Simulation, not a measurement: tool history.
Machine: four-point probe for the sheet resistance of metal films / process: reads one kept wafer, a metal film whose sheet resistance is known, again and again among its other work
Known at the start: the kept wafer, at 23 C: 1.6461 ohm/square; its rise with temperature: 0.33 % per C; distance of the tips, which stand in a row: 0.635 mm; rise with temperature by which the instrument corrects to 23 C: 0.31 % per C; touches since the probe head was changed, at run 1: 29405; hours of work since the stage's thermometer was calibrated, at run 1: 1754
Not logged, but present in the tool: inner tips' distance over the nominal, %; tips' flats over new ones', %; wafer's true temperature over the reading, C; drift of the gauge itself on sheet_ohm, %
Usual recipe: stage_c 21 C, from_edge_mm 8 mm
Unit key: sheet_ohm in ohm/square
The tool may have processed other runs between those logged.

| run | hour | stage_c | from_edge_mm | touches since the probe head was changed | hours of work since the stage's thermometer was calibrated | sheet_ohm |
|---|---|---|---|---|---|---|
| 1 | 0.0 | 21 | 8 | 29405 | 1754 | 1.643905 |
| 2 | 73.3 | 21 | 8 | 31771 | 1808 | 1.642939 |
| 3 | 144.3 | 21 | 8 | 34068 | 1860 | 1.642104 |
| 4 | 208.7 | 21 | 8 | 36146 | 1908 | 1.641932 |
| 5 | 286.6 | 21 | 8 | 38662 | 1965 | 1.641341 |
| 6 | 333.9 | 20 | 8 | 40191 | 2000 | 1.640903 |
| 7 | 418.1 | 20 | 8 | 42910 | 2062 | 1.640044 |
| 8 | 475.7 | 20 | 8 | 44772 | 2105 | 1.639538 |
| 9 | 530.4 | 20 | 8 | 46540 | 2145 | 1.638955 |
| 10 | 572.9 | 18 | 8 | 47912 | 2177 | 1.637983 |
| 11 | 613.4 | 21 | 40 | 49221 | 2207 | 1.633330 |
| 12 | 655.1 | 21 | 8 | 50566 | 2237 | 1.638389 |
| 13 | 707.0 | 21 | 5 | 52242 | 2276 | 1.646566 |
| 14 | 773.2 | 21 | 5 | 54381 | 2325 | 1.645892 |
| 15 | 810.2 | 21 | 5 | 55577 | 2352 | 1.646121 |
| 16 | 881.6 | 21 | 5 | 57883 | 2405 | 1.645288 |
| 17 | 963.9 | 21 | 5 | 60543 | 2465 | 1.644524 |
|  | 971.4 | stage's thermometer calibrated |
| 18 | 1032.1 | 21 | 5 | 62730 | 45 | 1.642669 |
| 19 | 1082.1 | 21 | 5 | 64345 | 82 | 1.642708 |
| 20 | 1119.2 | 21 | 5 | 65542 | 109 | 1.642905 |
|  | 1172.2 | stage's thermometer calibrated, once more |
| 21 | 1192.0 | 21 | 5 | 67880 | 15 | 1.648227 |
| 22 | 1250.1 | 21 | 5 | 69757 | 58 | 1.647373 |
| 23 | 1289.3 | 21 | 5 | 71021 | 86 | 1.647077 |
| 24 | 1371.2 | 25 | 10 | 73669 | 147 | 1.636994 |
| 25 | 1451.3 | 34 | 3 | 76254 | 206 | 1.673443 |
| 26 | 1510.4 | 22 | 11 | 78163 | 250 | 1.634167 |
|  | 1580.1 | new probe head fitted |
| 27 | 1582.5 | 22 | 7 | 77 | 302 | 1.648620 |
| 28 | 1667.9 | 22 | 7 | 2836 | 365 | 1.648344 |
| 29 | 1710.4 | 22 | 7 | 4210 | 397 | 1.647078 |
| 30 | 1777.1 | 22 | 7 | 6364 | 446 | 1.646893 |
| 31 | 1838.7 | 34 | 38 | 8353 | 491 | 1.642505 |
| 32 | 1905.4 | 21 | 57 | 10508 | 541 | 1.638196 |
| 33 | 1967.0 | 21 | 57 | 12497 | 586 | 1.638415 |
| 34 | 2014.8 | 35 | 16 | 14042 | 621 | 1.642421 |
| 35 | 2103.6 | 33 | 6 | 16909 | 687 | 1.649839 |
| 36 | 2146.5 | 21 | 24 | 18298 | 719 | 1.637053 |
| 37 | 2221.2 | 34 | 16 | 20709 | 774 | 1.641012 |
| 38 | 2285.8 | 20 | 4 | 22794 | 822 | 1.657835 |
| 39 | 2374.7 | 20 | 55 | 25666 | 887 | 1.635725 |
| 40 | 2418.2 | 26 | 25 | 27072 | 919 | 1.636860 |
| 41 | 2470.4 | 27 | 66 | 28759 | 958 | 1.636430 |
| 42 | 2506.4 | 27 | 66 | 29923 | 985 | 1.636175 |
| 43 | 2591.2 | 27 | 5 | 32663 | 1047 | 1.649185 |
| 44 | 2663.2 | 27 | 5 | 34987 | 1100 | 1.648060 |
| 45 | 2746.2 | 19 | 19 | 37669 | 1162 | 1.633550 |
| 46 | 2802.0 | 27 | 51 | 39472 | 1203 | 1.633300 |

For some of the steps in sheet_ohm from one run to the next: how much would appear even if the tool had no hidden state, given the settings, what came in and random variation, and how much remains for the hidden state plus any gauge scatter that the measured result and the result without hidden state don't share?
Run 17 -> 18: stage's thermometer calibrated. sheet_ohm -0.001855 ohm/square: hidden state -0.001424, all else -0.000431.
Run 20 -> 21: stage's thermometer calibrated, once more. sheet_ohm +0.005322 ohm/square: hidden state +0.005337, all else -0.000015.
Run 24 -> 25: stage_c 25 -> 34, from_edge_mm 10 -> 3. sheet_ohm +0.036449 ohm/square: hidden state -0.000846, all else +0.037295.
Run 25 -> 26: stage_c 34 -> 22, from_edge_mm 3 -> 11. sheet_ohm -0.039276 ohm/square: hidden state -0.000145, all else -0.039131.
Run 26 -> 27: from_edge_mm 11 -> 7, new probe head fitted. sheet_ohm +0.014453 ohm/square: hidden state +0.009734, all else +0.004719.
Run 38 -> 39: from_edge_mm 4 -> 55. sheet_ohm -0.022110 ohm/square: hidden state -0.000493, all else -0.021617.
